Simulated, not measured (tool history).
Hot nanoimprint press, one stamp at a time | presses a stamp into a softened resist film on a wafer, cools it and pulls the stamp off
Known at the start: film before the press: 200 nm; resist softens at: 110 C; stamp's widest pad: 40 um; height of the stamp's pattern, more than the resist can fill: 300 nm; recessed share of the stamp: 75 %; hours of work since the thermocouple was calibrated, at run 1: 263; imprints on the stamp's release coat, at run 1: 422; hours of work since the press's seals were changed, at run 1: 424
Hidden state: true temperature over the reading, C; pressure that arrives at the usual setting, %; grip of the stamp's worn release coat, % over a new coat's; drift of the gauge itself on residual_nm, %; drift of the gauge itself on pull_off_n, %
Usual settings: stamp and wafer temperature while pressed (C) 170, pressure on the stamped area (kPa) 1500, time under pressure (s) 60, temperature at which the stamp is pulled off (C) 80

run	hour	stamp and wafer temperature while pressed (C)	pressure on the stamped area (kPa)	time under pressure (s)	temperature at which the stamp is pulled off (C)	hours of work since the thermocouple was calibrated	imprints on the stamp's release coat	hours of work since the press's seals were changed	resist left under the stamp's widest pad (nm)	greatest force while the stamp is pulled off (N)
1	0.0	170	1500	60	80	263	422	424	88.2	251
2	26.6	170	1500	60	80	276	504	438	88.6	256
3	46.0	170	1500	60	80	286	564	448	88.1	249
# hour 56.5: plate thermocouple calibrated
4	70.3	170	1500	60	80	7	630	458	93.6	256
5	95.9	170	1500	60	80	20	709	471	93.6	268
6	125.4	170	1500	82	80	35	801	486	83.4	264
7	146.4	170	1500	82	80	45	866	497	83.3	274
# hour 161.6: stamp cleaned and given a new release coat
8	180.1	165	1500	60	80	59	57	511	120.1	231
9	193.6	165	1500	60	80	66	99	517	120.5	231
10	213.5	174	1500	60	80	76	161	527	74.1	229
11	229.5	174	1500	60	80	84	210	536	74.1	242
12	243.1	174	1500	60	69	91	252	542	73.8	272
13	264.0	158	1500	60	80	101	317	553	161.4	246
14	283.0	158	1500	60	80	111	376	563	160.7	243
15	311.2	158	1500	60	65	125	463	577	159.2	290
16	336.1	158	1610	100	86	138	540	589	140.4	235
17	357.4	168	930	35	75	148	606	600	143.2	281
18	371.6	176	1730	36	81	156	650	607	72.9	265
19	385.6	176	1730	36	81	163	693	614	73.2	264
20	409.4	170	2010	60	75	175	767	626	78.2	278
21	438.7	170	1500	56	80	189	858	641	91.9	277
# hour 456.4: stamp cleaned and given a new release coat
22	468.6	170	1500	42	71	201	37	653	100.7	253
23	494.5	170	1500	104	75	215	118	666	73.6	252

The next listed run, before its measurement:
24	506.8	170	1500	104	75	221	156	672	?	?

resist left under the stamp's widest pad (nm): 73.6
greatest force while the stamp is pulled off (N): 251
Without the tool's hidden state the same run would have given resist left under the stamp's widest pad (nm) 76.9, greatest force while the stamp is pulled off (N) 244.
